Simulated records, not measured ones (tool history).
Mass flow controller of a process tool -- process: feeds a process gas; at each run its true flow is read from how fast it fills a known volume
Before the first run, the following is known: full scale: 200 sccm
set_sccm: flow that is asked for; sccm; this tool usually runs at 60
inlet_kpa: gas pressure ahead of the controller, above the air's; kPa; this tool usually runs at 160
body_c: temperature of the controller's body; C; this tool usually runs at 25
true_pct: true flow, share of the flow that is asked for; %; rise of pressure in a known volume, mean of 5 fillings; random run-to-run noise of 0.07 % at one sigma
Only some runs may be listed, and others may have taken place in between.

run,hour,set_sccm,inlet_kpa,body_c,true_pct
1,0.0,60,160,25,99.30
2,231.8,60,160,25,99.27
3,489.5,60,160,25,99.59
4,679.0,60,160,25,99.82
5,976.2,60,160,25,99.94
6,1252.3,60,160,33,99.54
7,1462.2,60,160,25,100.59
8,1791.7,60,160,25,100.73
9,2034.9,60,160,25,101.00
10,2195.9,60,160,34,100.14
11,2355.5,60,160,34,100.47
12,2681.3,60,147,25,101.56
13,2896.5,60,147,25,101.83
14,3130.6,60,147,25,101.99
15,3457.1,38,147,25,103.85
16,3757.1,38,147,25,104.31
17,3998.3,38,147,25,104.58
18,4173.9,60,160,25,103.02
19,4490.5,60,160,25,103.43
20,4660.6,148,268,23,102.58
21,4810.4,148,268,23,102.68
22,5141.4,60,176,35,102.90
# hour 5294.5: controller's zero set anew
23,5313.8,32,160,22,99.91
24,5544.6,32,196,20,100.66
25,5852.7,33,243,31,100.18
26,6033.6,33,243,31,100.39
27,6234.1,48,207,25,100.84
28,6370.0,22,160,39,100.54
29,6676.5,22,160,39,101.24
30,6976.6,37,182,26,101.99
31,7111.7,49,184,32,100.98
32,7372.4,56,239,33,101.31
33,7521.5,51,236,23,102.42
34,7723.3,51,236,23,102.73
35,7998.1,50,256,22,103.44
36,8301.4,50,256,22,103.65

What if the next run were any one of these 5? Each begins from the tool's condition after run 36:
A,8445.3,60,160,37,?
B,8445.3,50,256,39,?
C,8445.3,80,164,26,?
D,8445.3,30,237,35,?
E,8445.3,97,160,24,?

run,true_pct
A,101.44
B,102.07
C,102.18
D,104.13
E,102.15
The same runs, with their run-to-run variation unchanged, on a tool lacking any hidden condition would have given:
run,true_pct
A,97.36
B,97.50
C,98.73
D,97.57
E,99.02

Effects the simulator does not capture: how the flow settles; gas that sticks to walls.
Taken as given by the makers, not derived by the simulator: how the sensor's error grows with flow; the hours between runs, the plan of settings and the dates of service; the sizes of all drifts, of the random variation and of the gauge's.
